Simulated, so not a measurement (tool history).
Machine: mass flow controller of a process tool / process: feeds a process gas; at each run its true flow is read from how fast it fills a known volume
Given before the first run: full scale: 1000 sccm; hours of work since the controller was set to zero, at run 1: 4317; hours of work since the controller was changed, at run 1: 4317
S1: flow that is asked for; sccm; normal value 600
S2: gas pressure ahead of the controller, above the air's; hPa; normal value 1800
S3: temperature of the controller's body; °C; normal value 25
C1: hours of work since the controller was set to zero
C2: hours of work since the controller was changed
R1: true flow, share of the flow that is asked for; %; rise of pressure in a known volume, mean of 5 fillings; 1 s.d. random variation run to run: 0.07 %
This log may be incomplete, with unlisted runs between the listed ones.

run,day,S1,S2,S3,C1,C2,R1
1,0,600,1800,25,4317,4317,97.98
2,9.267,600,1800,25,4440,4440,98.07
3,19.475,600,1800,25,4576,4576,97.95
4,30.442,600,1800,25,4722,4722,98.01
5,46.721,600,1800,25,4938,4938,97.9
6,60.521,600,2700,25,5122,5122,97.45
7,75.988,600,1800,25,5327,5327,97.81
8,92.158,807,1800,25,5542,5542,98.38
9,101.658,600,1800,25,5669,5669,97.72
10,109.179,600,1800,25,5769,5769,97.67
11,119.75,600,1800,25,5909,5909,97.63
12,134.812,600,1800,25,6110,6110,97.42
# day 145.938: controller's zero set anew
13,147.042,600,1800,25,15,6272,98.15
14,154.183,600,1800,25,110,6367,98.24
15,161.442,600,1800,25,206,6463,98.11
16,168.688,600,1800,25,303,6560,98.13
17,183.171,158,1800,33,495,6752,96.03
18,193.492,160,1800,25,632,6890,96.91
19,202.262,600,1800,33,749,7006,97.06
20,213.133,201,1430,25,894,7151,97.28
21,226.571,346,1800,23,1072,7330,97.44
22,238.892,822,1800,25,1236,7493,98.46
23,249.246,693,1800,25,1374,7631,98.09
24,265.054,600,2700,25,1584,7841,97.15
25,282.246,260,1720,35,1813,8070,95.71
26,296.538,600,1780,28,2003,8260,97.23
27,310.075,850,1620,29,2183,8440,97.93
28,319.079,139,1620,38,2303,8560,94.29
29,334.792,139,1620,38,2512,8769,94.23
30,344.671,216,1760,28,2643,8900,95.96
31,358.425,319,2150,29,2826,9083,95.94

What would each run have given without the hidden state, its run-to-run variation left as it was?
Hidden state at play: flow at rest that the sensor doesn't see, % of full scale; true flow over the shown one, %; drift of the gauge itself on true_pct, %.
run,R1
1,99.19
2,99.31
3,99.23
4,99.34
5,99.28
6,98.89
7,99.31
8,99.77
9,99.31
10,99.29
11,99.29
12,99.13
13,99.19
14,99.31
15,99.2
16,99.25
17,97.36
18,98.32
19,98.31
20,98.76
21,98.87
22,99.81
23,99.5
24,98.63
25,97.51
26,98.83
27,99.51
28,96.78
29,96.85
30,98.24
31,98.02
